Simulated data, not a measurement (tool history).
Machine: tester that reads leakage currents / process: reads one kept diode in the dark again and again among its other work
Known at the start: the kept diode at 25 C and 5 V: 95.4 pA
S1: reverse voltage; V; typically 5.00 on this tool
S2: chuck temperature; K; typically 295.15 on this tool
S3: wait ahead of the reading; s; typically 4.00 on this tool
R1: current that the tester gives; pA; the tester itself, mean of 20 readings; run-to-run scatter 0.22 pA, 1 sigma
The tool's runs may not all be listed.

run	day	S1	S2	S3	R1
1	0.000	5.00	295.15	4.00	89.96
2	1.433	5.00	295.15	4.00	90.32
3	2.254	5.00	295.15	4.00	90.96
4	3.454	5.00	295.15	4.00	91.35
5	4.446	4.83	295.15	4.00	89.39
6	5.421	4.83	295.15	4.00	89.62
# day 6.371: chuck's temperature calibrated
7	6.604	5.00	295.15	4.00	80.19
8	7.796	1.38	295.15	4.00	43.53
9	9.200	5.00	295.15	4.00	80.15
10	10.638	5.00	295.15	4.00	80.56
11	11.825	5.00	303.15	4.00	162.55
12	12.588	5.00	295.15	4.00	80.70
13	13.408	5.00	297.15	4.00	96.78
14	14.354	5.00	297.15	4.00	96.58
15	15.738	3.51	302.15	4.00	127.51
16	16.996	3.51	302.15	4.00	127.12
17	17.629	3.05	294.15	0.44	58.89
18	18.417	5.10	315.15	4.00	460.41
19	19.504	5.00	330.15	2.40	1516.44

Run 20 comes next. What will it give?
20	20.138	8.69	295.15	2.03	?

R1: 108.65 pA
If the tool had no hidden condition, the same run with the same run-to-run variation would have returned R1 91.45 pA.
